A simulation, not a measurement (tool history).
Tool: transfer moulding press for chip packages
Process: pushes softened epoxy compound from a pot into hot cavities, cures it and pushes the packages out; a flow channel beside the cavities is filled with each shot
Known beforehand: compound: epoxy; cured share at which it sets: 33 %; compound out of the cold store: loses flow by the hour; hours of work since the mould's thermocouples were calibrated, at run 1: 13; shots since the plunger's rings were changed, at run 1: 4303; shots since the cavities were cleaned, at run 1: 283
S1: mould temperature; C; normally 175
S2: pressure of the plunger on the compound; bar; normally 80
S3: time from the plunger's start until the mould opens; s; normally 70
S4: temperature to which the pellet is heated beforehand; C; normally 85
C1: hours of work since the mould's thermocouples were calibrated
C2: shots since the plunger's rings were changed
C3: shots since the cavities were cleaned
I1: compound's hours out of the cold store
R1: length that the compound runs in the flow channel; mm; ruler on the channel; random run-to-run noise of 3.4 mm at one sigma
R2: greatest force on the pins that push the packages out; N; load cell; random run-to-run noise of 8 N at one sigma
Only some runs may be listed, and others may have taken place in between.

Run 1, day 0: usual settings; C1 13; C2 4303; C3 283; I1 16. Result: R1 689 mm, R2 355 N.
Run 2, day 0.388: usual settings but S4 76 C; C1 16; C2 4401; C3 381; I1 12.7. Result: R1 701 mm, R2 370 N.
At day 0.7: cavities cleaned with cleaning compound and waxed.
Run 3, day 0.7: usual settings but S4 76 C; C1 19; C2 4463; C3 0; I1 41.8. Result: R1 620 mm, R2 347 N.
Run 4, day 1.038: usual settings but S4 76 C; C1 22; C2 4550; C3 87; I1 46.8. Result: R1 613 mm, R2 341 N.
Run 5, day 1.246: usual settings but S2 72.3 bar; C1 24; C2 4601; C3 138; I1 19.9. Result: R1 648 mm, R2 363 N.
At day 1.488: plunger's sealing rings changed.
Run 6, day 1.579: usual settings but S2 72.3 bar; C1 27; C2 24; C3 197; I1 8.1. Result: R1 682 mm, R2 359 N.
Run 7, day 1.9: usual settings but S3 53 s; C1 30; C2 105; C3 278; I1 16.7. Result: R1 687 mm, R2 648 N.
Run 8, day 2.108: usual settings but S1 177 C, S3 53 s; C1 32; C2 157; C3 330; I1 25.5. Result: R1 657 mm, R2 533 N.
Run 9, day 2.417: usual settings but S3 107 s; C1 35; C2 235; C3 408; I1 25.7. Result: R1 661 mm, R2 306 N.
At day 2.629: cavities cleaned with cleaning compound and waxed.
Run 10, day 2.817: usual settings; C1 38; C2 320; C3 47; I1 22.3. Result: R1 672 mm, R2 358 N.
Run 11, day 3.242: usual settings but S2 64.8 bar; C1 42; C2 428; C3 155; I1 19.6. Result: R1 606 mm, R2 354 N.
Run 12, day 3.55: usual settings but S2 64.8 bar; C1 45; C2 505; C3 232; I1 19.4. Result: R1 616 mm, R2 355 N.
Run 13, day 3.9: usual settings but S2 64.8 bar, S3 58 s; C1 49; C2 594; C3 321; I1 23.4. Result: R1 599 mm, R2 485 N.
Run 14, day 4.175: usual settings but S2 64.8 bar, S3 58 s; C1 51; C2 664; C3 391; I1 26.2. Result: R1 594 mm, R2 483 N.
Run 15, day 4.375: usual settings but S2 64.8 bar, S3 58 s; C1 53; C2 714; C3 441; I1 38.7. Result: R1 564 mm, R2 476 N.
At day 4.475: cavities cleaned with cleaning compound and waxed.
Run 16, day 4.7: usual settings but S1 183 C, S3 107 s; C1 56; C2 780; C3 56; I1 41.6. Result: R1 607 mm, R2 304 N.
Run 17, day 5.033: usual settings but S1 183 C, S3 107 s; C1 59; C2 864; C3 140; I1 35.5. Result: R1 619 mm, R2 286 N.
Run 18, day 5.375: usual settings but S2 83.3 bar, S3 66 s; C1 63; C2 950; C3 226; I1 17.7. Result: R1 699 mm, R2 377 N.
Run 19, day 5.579: usual settings but S2 83.3 bar, S3 66 s; C1 65; C2 1002; C3 278; I1 31.4. Result: R1 666 mm, R2 368 N.
Run 20, day 6.008: usual settings but S1 176 C, S2 77.6 bar, S3 102 s; C1 69; C2 1110; C3 386; I1 14.7. Result: R1 674 mm, R2 303 N.
At day 6.312: cavities cleaned with cleaning compound and waxed.
Run 21, day 6.5: usual settings but S1 172 C, S2 61.4 bar; C1 73; C2 1219; C3 48; I1 44.3. Result: R1 545 mm, R2 373 N.
Run 22, day 6.783: usual settings but S3 71 s, S4 77 C; C1 76; C2 1291; C3 120; I1 11.7. Result: R1 700 mm, R2 341 N.
Run 23, day 6.983: usual settings but S3 71 s, S4 77 C; C1 78; C2 1341; C3 170; I1 8.8. Result: R1 716 mm, R2 353 N.
Run 24, day 7.225: usual settings but S3 71 s, S4 77 C; C1 80; C2 1402; C3 231; I1 23.9. Result: R1 673 mm, R2 347 N.
Run 25, day 7.638: usual settings but S1 178 C, S2 67.5 bar, S3 81 s, S4 88 C; C1 84; C2 1506; C3 335; I1 41.8. Result: R1 561 mm, R2 302 N.
Run 26, day 7.858: usual settings but S1 176 C, S2 75.8 bar, S3 104 s, S4 87 C; C1 86; C2 1561; C3 390; I1 46.3. Result: R1 588 mm, R2 297 N.
At day 8.138: cavities cleaned with cleaning compound and waxed.
Run 27, day 8.158: usual settings but S2 67.6 bar; C1 89; C2 1622; C3 6; I1 9.7. Result: R1 647 mm, R2 351 N.
Run 28, day 8.567: usual settings but S2 67.6 bar; C1 93; C2 1725; C3 109; I1 15.6. Result: R1 638 mm, R2 343 N.

Predict each of these 5 candidate next runs independently; none follows another, all start after run 28:
Run A, day 9.008: usual settings but S2 77.3 bar; C1 97; C2 1836; C3 220; I1 16. Result: R1 ?, R2 ?.
Run B, day 9.008: usual settings but S1 180 C; C1 97; C2 1836; C3 220; I1 43.5. Result: R1 ?, R2 ?.
Run C, day 9.008: usual settings but S1 169 C, S2 60.5 bar, S3 68 s; C1 97; C2 1836; C3 220; I1 38. Result: R1 ?, R2 ?.
Run D, day 9.008: usual settings but S2 67.6 bar, S3 63 s; C1 97; C2 1836; C3 220; I1 30.5. Result: R1 ?, R2 ?.
Run E, day 9.008: usual settings but S1 183 C; C1 97; C2 1836; C3 220; I1 38.2. Result: R1 ?, R2 ?.

run   R1   R2
  A  671  348
  B  608  315
  C  565  521
  D  592  397
  E  613  291
Without the tool's unlogged condition, the same runs would have read:
run   R1   R2
  A  671  346
  B  608  313
  C  565  518
  D  593  395
  E  613  290
